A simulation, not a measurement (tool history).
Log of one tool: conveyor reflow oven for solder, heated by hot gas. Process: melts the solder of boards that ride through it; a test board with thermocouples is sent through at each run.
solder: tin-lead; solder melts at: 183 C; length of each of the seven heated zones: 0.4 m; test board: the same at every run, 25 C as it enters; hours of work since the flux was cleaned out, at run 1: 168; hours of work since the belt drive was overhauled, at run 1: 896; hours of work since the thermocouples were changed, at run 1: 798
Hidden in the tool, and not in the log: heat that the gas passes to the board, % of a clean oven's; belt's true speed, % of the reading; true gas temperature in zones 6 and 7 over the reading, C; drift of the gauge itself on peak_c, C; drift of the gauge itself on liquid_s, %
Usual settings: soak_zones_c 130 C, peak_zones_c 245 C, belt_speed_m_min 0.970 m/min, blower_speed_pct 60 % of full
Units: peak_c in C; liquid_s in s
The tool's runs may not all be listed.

| run | hour | soak_zones_c | peak_zones_c | belt_speed_m_min | blower_speed_pct | hours of work since the flux was cleaned out | hours of work since the belt drive was overhauled | hours of work since the thermocouples were changed | peak_c | liquid_s |
|---|---|---|---|---|---|---|---|---|---|---|
| 1 | 0.0 | 130 | 245 | 0.970 | 60 | 168 | 896 | 798 | 211.0 | 31.3 |
| 2 | 45.4 | 130 | 245 | 0.970 | 60 | 189 | 918 | 819 | 211.3 | 30.9 |
| 3 | 82.9 | 130 | 245 | 0.970 | 60 | 207 | 935 | 837 | 210.9 | 30.8 |
| 4 | 128.9 | 130 | 245 | 0.970 | 60 | 228 | 957 | 858 | 210.8 | 30.9 |
|  | 138.1 | flux residue cleaned out of gas plates and filters |
| 5 | 162.1 | 117 | 245 | 0.970 | 60 | 11 | 970 | 871 | 206.2 | 25.4 |
| 6 | 202.7 | 117 | 245 | 0.970 | 60 | 30 | 989 | 890 | 206.1 | 25.0 |
|  | 223.9 | flux residue cleaned out of gas plates and filters, once more |
| 7 | 261.2 | 117 | 245 | 0.970 | 60 | 17 | 1014 | 915 | 209.6 | 27.7 |
| 8 | 288.2 | 130 | 245 | 1.150 | 60 | 30 | 1027 | 928 | 204.1 | 21.3 |
| 9 | 330.4 | 130 | 245 | 1.150 | 60 | 50 | 1046 | 948 | 204.0 | 21.2 |
| 10 | 360.0 | 130 | 245 | 1.150 | 60 | 64 | 1060 | 962 | 203.9 | 20.9 |
| 11 | 394.7 | 130 | 245 | 0.970 | 60 | 80 | 1076 | 978 | 212.2 | 31.7 |
| 12 | 430.3 | 130 | 245 | 0.970 | 60 | 97 | 1093 | 994 | 212.2 | 31.9 |
| 13 | 475.3 | 130 | 245 | 0.970 | 60 | 118 | 1114 | 1016 | 211.6 | 31.6 |
| 14 | 517.8 | 130 | 245 | 1.015 | 60 | 138 | 1134 | 1035 | 209.5 | 28.4 |
| 15 | 561.6 | 130 | 245 | 1.015 | 60 | 158 | 1155 | 1056 | 208.8 | 28.3 |
| 16 | 587.4 | 121 | 245 | 0.818 | 62 | 170 | 1167 | 1068 | 217.8 | 40.5 |
| 17 | 612.0 | 130 | 245 | 0.923 | 53 | 182 | 1178 | 1080 | 209.2 | 31.2 |
| 18 | 651.3 | 130 | 245 | 0.923 | 53 | 200 | 1197 | 1098 | 208.8 | 31.2 |
| 19 | 677.7 | 128 | 233 | 1.052 | 87 | 212 | 1209 | 1110 | 208.7 | 27.5 |
| 20 | 710.9 | 132 | 233 | 1.040 | 87 | 228 | 1224 | 1126 | 209.7 | 29.6 |
|  | 719.5 | flux residue cleaned out of gas plates and filters |
| 21 | 754.6 | 137 | 236 | 1.040 | 84 | 16 | 1243 | 1144 | 214.5 | 33.6 |
|  | 762.7 | belt drive overhauled, speed set with a stopwatch |
| 22 | 800.1 | 137 | 242 | 1.040 | 84 | 36 | 18 | 1163 | 218.3 | 34.1 |
| 23 | 832.7 | 137 | 242 | 1.040 | 69 | 51 | 33 | 1179 | 212.2 | 30.6 |
| 24 | 866.4 | 130 | 242 | 1.064 | 76 | 67 | 49 | 1194 | 211.9 | 28.9 |
| 25 | 897.8 | 116 | 247 | 1.101 | 67 | 82 | 63 | 1209 | 206.1 | 21.5 |
| 26 | 941.1 | 116 | 247 | 1.101 | 67 | 102 | 84 | 1229 | 206.0 | 21.2 |
| 27 | 984.3 | 130 | 253 | 0.780 | 63 | 122 | 104 | 1250 | 227.8 | 49.7 |
| 28 | 1014.5 | 123 | 245 | 0.970 | 60 | 136 | 118 | 1264 | 208.3 | 27.0 |
| 29 | 1049.9 | 143 | 245 | 0.970 | 60 | 153 | 134 | 1280 | 213.2 | 34.7 |
| 30 | 1105.5 | 143 | 245 | 0.970 | 60 | 179 | 160 | 1306 | 213.2 | 34.7 |

Forecast each of these 4 alternatives for the next run:
| A | 1143.1 | 143 | 254 | 0.970 | 60 | 196 | 178 | 1324 | ? | ? |
| B | 1143.1 | 143 | 245 | 0.815 | 60 | 196 | 178 | 1324 | ? | ? |
| C | 1143.1 | 130 | 245 | 0.970 | 81 | 196 | 178 | 1324 | ? | ? |
| D | 1143.1 | 143 | 247 | 0.780 | 66 | 196 | 178 | 1324 | ? | ? |

| run | peak_c | liquid_s |
|---|---|---|
| A | 219.9 | 38.6 |
| B | 220.1 | 46.6 |
| C | 219.1 | 35.7 |
| D | 226.1 | 52.3 |
Without the tool's hidden state the same runs would have given:
| run | peak_c | liquid_s |
|---|---|---|
| A | 223.7 | 40.4 |
| B | 223.6 | 48.5 |
| C | 223.4 | 37.7 |
| D | 229.8 | 53.8 |
